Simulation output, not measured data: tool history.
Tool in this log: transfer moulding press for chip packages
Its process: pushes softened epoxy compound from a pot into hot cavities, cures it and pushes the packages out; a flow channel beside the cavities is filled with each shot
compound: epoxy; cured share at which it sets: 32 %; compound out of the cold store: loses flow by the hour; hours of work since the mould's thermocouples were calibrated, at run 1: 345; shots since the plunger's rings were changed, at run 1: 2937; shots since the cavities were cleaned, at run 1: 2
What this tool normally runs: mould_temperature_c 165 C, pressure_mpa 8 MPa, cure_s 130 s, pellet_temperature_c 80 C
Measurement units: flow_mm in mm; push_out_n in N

run   hour  mould_temperature_c  pressure_mpa  cure_s  pellet_temperature_c  hours of work since the mould's thermocouples were calibrated  shots since the plunger's rings were changed  shots since the cavities were cleaned  incoming compound's hours out of the cold store  flow_mm  push_out_n
  1      0                  165             8     130                    80                                                            345                                          2937                                      2                                             33.1      796         278
  2   19.6                  165             8     130                    80                                                            354                                          3082                                    147                                               38      783         347
      23.2  -- plunger's sealing rings changed
  3   47.1                  165             8     130                    78                                                            366                                           177                                    332                                               28      840         443
  4     70                  165             8     130                    78                                                            377                                           346                                    501                                             35.1      815         488
  5     82                  165             8     130                    71                                                            383                                           435                                    590                                             40.8      797         525
      99.1  -- cavities cleaned with cleaning compound and waxed
  6  101.7                  165             8     130                    71                                                            391                                           569                                     19                                               39      802         298
  7    127                  165             8     130                    71                                                            403                                           756                                    206                                             13.7      886         413
  8  140.7                  165             8     130                    71                                                            410                                           857                                    307                                             15.1      879         443
  9  161.9                  165             8     130                    71                                                            420                                          1015                                    465                                             25.4      846         493
 10  172.5                  165             8     130                    80                                                            425                                          1092                                    542                                             35.9      810         494
 11    189                  165             8     157                    80                                                            433                                          1215                                    665                                               15      881         451
     194.2  -- cavities cleaned with cleaning compound and waxed
 12  203.2                  165             8     157                    80                                                            439                                          1309                                     67                                             12.2      888         278
 13  224.7                  165             8     130                    80                                                            449                                          1467                                    225                                             13.8      883         405
 14  237.5                  165             8     130                    80                                                            455                                          1562                                    320                                             15.3      877         447
     243.2  -- mould's thermocouples calibrated
 15  250.7                  165             8     130                    80                                                              4                                          1644                                    402                                             42.3      779         449
 16  271.1                  171             8     168                    80                                                             13                                          1796                                    554                                             33.5      786         411
 17  282.2                  171             8     168                    83                                                             19                                          1878                                    636                                             38.5      767         414
     291.8  -- cavities cleaned with cleaning compound and waxed
 18  304.4                  171             8     168                    83                                                             28                                          2031                                     93                                             21.9      822         276
 19  323.2                  168          7.26     163                    83                                                             37                                          2169                                    231                                             20.9      797         316
 20  345.2                  168          7.26     163                    83                                                             48                                          2332                                    394                                             46.6      714         365
 21  359.2                  168          7.26     163                    82                                                             55                                          2436                                    498                                             30.9      762         394
 22  376.7                  160          7.26     166                    81                                                             63                                          2565                                    627                                               45      745         474
     387.9  -- cavities cleaned with cleaning compound and waxed
 23  399.9                  167          8.81     124                    80                                                             73                                          2725                                     88                                               13      910         311
 24  420.3                  172             8     130                    80                                                             83                                          2876                                    239                                              8.1      858         337
 25  431.7                  157          7.15     124                    73                                                             88                                          2960                                    323                                              8.9      875         949
       452  -- plunger's sealing rings changed
 26  458.4                  158          9.63     124                    73                                                            100                                            48                                    503                                             46.8      882         876
 27  470.9                  158          9.63     124                    73                                                            106                                           140                                    595                                             20.6      982         963
     487.2  -- cavities cleaned with cleaning compound and waxed
 28  489.1                  158          9.63     124                    73                                                            114                                           263                                     14                                             36.4      920         506

Per-run results on a tool with no hidden state, each run keeping its own random variation:
Hidden state at play: true mould temperature over the reading, C; pressure that reaches the compound, % of what is set; grip of the stained cavities, % over clean ones'; drift of the gauge itself on flow_mm, %; drift of the gauge itself on push_out_n, %.
run  flow_mm  push_out_n
  1      820         261
  2      808         261
  3      841         278
  4      816         273
  5      799         277
  6      805         269
  7      891         288
  8      885         278
  9      852         277
 10      817         267
 11      890         234
 12      897         238
 13      894         277
 14      889         277
 15      793         279
 16      801         229
 17      783         224
 18      840         234
 19      815         224
 20      732         222
 21      781         228
 22      765         255
 23      936         265
 24      884         234
 25      901         614
 26      886         501
 27      987         527
 28      926         487
